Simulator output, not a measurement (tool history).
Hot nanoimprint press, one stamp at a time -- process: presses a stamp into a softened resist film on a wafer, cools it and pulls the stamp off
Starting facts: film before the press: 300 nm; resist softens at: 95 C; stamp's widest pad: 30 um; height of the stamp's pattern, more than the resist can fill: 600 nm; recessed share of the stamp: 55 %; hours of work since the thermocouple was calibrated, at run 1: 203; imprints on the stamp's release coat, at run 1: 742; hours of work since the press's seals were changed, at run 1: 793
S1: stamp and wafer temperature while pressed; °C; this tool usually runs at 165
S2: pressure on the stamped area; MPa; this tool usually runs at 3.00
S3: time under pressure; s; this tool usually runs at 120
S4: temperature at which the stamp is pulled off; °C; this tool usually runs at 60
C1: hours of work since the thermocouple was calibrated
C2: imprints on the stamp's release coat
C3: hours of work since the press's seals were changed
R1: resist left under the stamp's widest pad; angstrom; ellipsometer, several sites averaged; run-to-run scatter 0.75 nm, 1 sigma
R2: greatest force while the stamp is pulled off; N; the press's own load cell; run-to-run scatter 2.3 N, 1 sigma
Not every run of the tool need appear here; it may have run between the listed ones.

| run | hour | S1 | S2 | S3 | S4 | C1 | C2 | C3 | R1 | R2 |
|---|---|---|---|---|---|---|---|---|---|---|
| 1 | 0.0 | 165 | 3.00 | 120 | 60 | 203 | 742 | 793 | 1100 | 102 |
| 2 | 56.1 | 165 | 3.00 | 120 | 60 | 227 | 829 | 817 | 1111 | 102 |
| 3 | 92.6 | 165 | 3.00 | 115 | 60 | 242 | 885 | 833 | 1120 | 103 |
| 4 | 155.9 | 165 | 3.00 | 115 | 60 | 269 | 983 | 859 | 1110 | 105 |
| 5 | 191.8 | 165 | 3.00 | 115 | 60 | 284 | 1039 | 874 | 1125 | 102 |
| 6 | 236.1 | 165 | 3.00 | 120 | 64 | 302 | 1107 | 893 | 1094 | 91 |
| 7 | 300.8 | 165 | 3.00 | 120 | 64 | 330 | 1207 | 920 | 1110 | 98 |
| 8 | 372.3 | 165 | 3.00 | 80 | 60 | 360 | 1317 | 951 | 1259 | 102 |
| 9 | 416.0 | 165 | 3.00 | 80 | 60 | 378 | 1385 | 969 | 1273 | 102 |
| 10 | 476.5 | 165 | 3.00 | 80 | 60 | 404 | 1478 | 994 | 1270 | 101 |
| 11 | 519.7 | 160 | 3.29 | 120 | 60 | 422 | 1545 | 1013 | 1195 | 105 |

Alternative continuations, all from the tool just after run 11; predict every row:
|  | 571.0 | stamp cleaned and given a new release coat |
| A | 571.0 | 160 | 3.99 | 132 | 67 | 441 | 0 | 1032 | ? | ? |
|  | 571.0 | stamp cleaned and given a new release coat |
| B | 571.0 | 170 | 3.29 | 76 | 58 | 441 | 0 | 1032 | ? | ? |
|  | 571.0 | stamp cleaned and given a new release coat |
| C | 571.0 | 160 | 3.29 | 120 | 50 | 441 | 0 | 1032 | ? | ? |
|  | 571.0 | stamp cleaned and given a new release coat |
| D | 571.0 | 158 | 2.23 | 120 | 46 | 441 | 0 | 1032 | ? | ? |

| run | R1 | R2 |
|---|---|---|
| A | 1032 | 85 |
| B | 1084 | 106 |
| C | 1183 | 129 |
| D | 1566 | 138 |
Without the tool's unlogged condition, the same runs would have read:
| run | R1 | R2 |
|---|---|---|
| A | 1030 | 84 |
| B | 1083 | 106 |
| C | 1181 | 129 |
| D | 1564 | 138 |
